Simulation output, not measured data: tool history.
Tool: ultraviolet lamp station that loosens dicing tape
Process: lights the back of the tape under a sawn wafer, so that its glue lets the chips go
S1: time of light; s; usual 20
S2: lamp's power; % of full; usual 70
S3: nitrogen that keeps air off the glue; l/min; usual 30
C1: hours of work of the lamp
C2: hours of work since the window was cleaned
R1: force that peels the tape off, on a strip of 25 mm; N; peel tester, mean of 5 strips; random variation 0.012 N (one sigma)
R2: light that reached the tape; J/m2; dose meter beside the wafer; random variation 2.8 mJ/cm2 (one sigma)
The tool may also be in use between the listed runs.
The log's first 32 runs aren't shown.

run 33 day=17.029 | S1=19 S2=78 S3=30 | C1=270 C2=77 | R1=0.540 R2=4100
run 34 day=17.617 | S1=19 S2=78 S3=30 | C1=276 C2=83 | R1=0.510 R2=4020
run 35 day=18.242 | S1=19 S2=78 S3=30 | C1=283 C2=90 | R1=0.497 R2=4110
run 36 day=18.958 | S1=10 S2=67 S3=14 | C1=291 C2=98 | R1=1.937 R2=1820
run 37 day=19.250 | S1=10 S2=67 S3=14 | C1=294 C2=101 | R1=2.116 R2=1840
run 38 day=19.879 | S1=27 S2=67 S3=9 | C1=301 C2=108 | R1=0.879 R2=4970
run 39 day=20.233 | S1=20 S2=67 S3=21 | C1=305 C2=112 | R1=0.791 R2=3720
run 40 day=20.879 | S1=20 S2=67 S3=21 | C1=312 C2=119 | R1=0.771 R2=3710
run 41 day=21.504 | S1=20 S2=67 S3=21 | C1=318 C2=126 | R1=0.808 R2=3680
run 42 day=21.950 | S1=20 S2=67 S3=21 | C1=323 C2=130 | R1=0.798 R2=3720
run 43 day=22.550 | S1=20 S2=70 S3=43 | C1=330 C2=137 | R1=0.452 R2=3850

Forecast each of these 4 alternatives for the next run:
run A day=23.271 | S1=16 S2=94 S3=42 | C1=338 C2=145 | R1=? R2=?
run B day=23.271 | S1=20 S2=61 S3=34 | C1=338 C2=145 | R1=? R2=?
run C day=23.271 | S1=30 S2=70 S3=11 | C1=338 C2=145 | R1=? R2=?
run D day=23.271 | S1=12 S2=70 S3=60 | C1=338 C2=145 | R1=? R2=?

run=A R1=0.416 R2=4160
run=B R1=0.675 R2=3360
run=C R1=0.576 R2=5780
run=D R1=0.885 R2=2290
Without the tool's hidden state the same runs would have given:
run=A R1=0.414 R2=4170
run=B R1=0.672 R2=3370
run=C R1=0.574 R2=5800
run=D R1=0.882 R2=2290
